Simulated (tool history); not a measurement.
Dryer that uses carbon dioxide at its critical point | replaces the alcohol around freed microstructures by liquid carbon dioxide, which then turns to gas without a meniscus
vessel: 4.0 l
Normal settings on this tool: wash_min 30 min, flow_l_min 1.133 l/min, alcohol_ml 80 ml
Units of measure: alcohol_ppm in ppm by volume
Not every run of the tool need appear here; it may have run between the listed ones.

Run 1, hour 0: usual settings. Result: alcohol_ppm 62 ppm by volume.
Run 2, hour 31.1: usual settings but alcohol_ml 70 ml. Result: alcohol_ppm 81 ppm by volume.
Run 3, hour 60.2: usual settings but flow_l_min 0.97 l/min. Result: alcohol_ppm 92 ppm by volume.
Run 4, hour 94.1: usual settings but flow_l_min 0.97 l/min. Result: alcohol_ppm 84 ppm by volume.
Run 5, hour 120.2: usual settings but flow_l_min 0.97 l/min. Result: alcohol_ppm 93 ppm by volume.
Run 6, hour 156.5: usual settings but flow_l_min 0.97 l/min. Result: alcohol_ppm 100 ppm by volume.
Run 7, hour 175.2: usual settings but flow_l_min 1.24 l/min. Result: alcohol_ppm 82 ppm by volume.
Run 8, hour 203: usual settings. Result: alcohol_ppm 87 ppm by volume.
Run 9, hour 234.5: usual settings. Result: alcohol_ppm 95 ppm by volume.
Run 10, hour 255.8: usual settings. Result: alcohol_ppm 94 ppm by volume.
Run 11, hour 279.7: usual settings. Result: alcohol_ppm 102 ppm by volume.
Run 12, hour 298.5: usual settings. Result: alcohol_ppm 96 ppm by volume.
Run 13, hour 339.5: usual settings but wash_min 46 min, flow_l_min 1.63 l/min, alcohol_ml 40 ml. Result: alcohol_ppm 93 ppm by volume.
Run 14, hour 363.2: usual settings but wash_min 46 min, flow_l_min 1.63 l/min, alcohol_ml 40 ml. Result: alcohol_ppm 96 ppm by volume.
Run 15, hour 393.5: usual settings but wash_min 46 min, flow_l_min 1.63 l/min, alcohol_ml 88 ml. Result: alcohol_ppm 104 ppm by volume.
Run 16, hour 430.1: usual settings but wash_min 43 min, flow_l_min 0.79 l/min, alcohol_ml 96 ml. Result: alcohol_ppm 124 ppm by volume.
At hour 446.8: inlet filter changed.
Run 17, hour 456.9: usual settings but alcohol_ml 113 ml. Result: alcohol_ppm 116 ppm by volume.
Run 18, hour 501: usual settings but wash_min 32 min, flow_l_min 0.88 l/min, alcohol_ml 66 ml. Result: alcohol_ppm 129 ppm by volume.
Run 19, hour 521: usual settings but wash_min 33 min, flow_l_min 1.1 l/min, alcohol_ml 66 ml. Result: alcohol_ppm 113 ppm by volume.
Run 20, hour 564.5: usual settings but wash_min 33 min, flow_l_min 1.1 l/min, alcohol_ml 66 ml. Result: alcohol_ppm 126 ppm by volume.
Run 21, hour 591.3: usual settings but wash_min 45 min, flow_l_min 0.69 l/min, alcohol_ml 25 ml. Result: alcohol_ppm 135 ppm by volume.
Run 22, hour 620.7: usual settings but wash_min 44 min, flow_l_min 1.23 l/min. Result: alcohol_ppm 124 ppm by volume.
Run 23, hour 651.3: usual settings but wash_min 44 min, flow_l_min 1.23 l/min. Result: alcohol_ppm 122 ppm by volume.
Run 24, hour 674.6: usual settings but wash_min 40 min. Result: alcohol_ppm 125 ppm by volume.

Forecast each of these 3 alternatives for the next run:
At hour 707.3: purifier's bed changed.
Run A, hour 707.3: usual settings but wash_min 29 min, flow_l_min 1.57 l/min, alcohol_ml 52 ml. Result: alcohol_ppm ?.
At hour 707.3: purifier's bed changed.
Run B, hour 707.3: usual settings but wash_min 21 min, flow_l_min 0.73 l/min, alcohol_ml 75 ml. Result: alcohol_ppm ?.
At hour 707.3: purifier's bed changed.
Run C, hour 707.3: usual settings but wash_min 28 min. Result: alcohol_ppm ?.

run  alcohol_ppm
  A            9
  B          646
  C           23
Stripped of hidden state, with their random variation kept, the same runs would have yielded:
run  alcohol_ppm
  A            8
  B          445
  C           13

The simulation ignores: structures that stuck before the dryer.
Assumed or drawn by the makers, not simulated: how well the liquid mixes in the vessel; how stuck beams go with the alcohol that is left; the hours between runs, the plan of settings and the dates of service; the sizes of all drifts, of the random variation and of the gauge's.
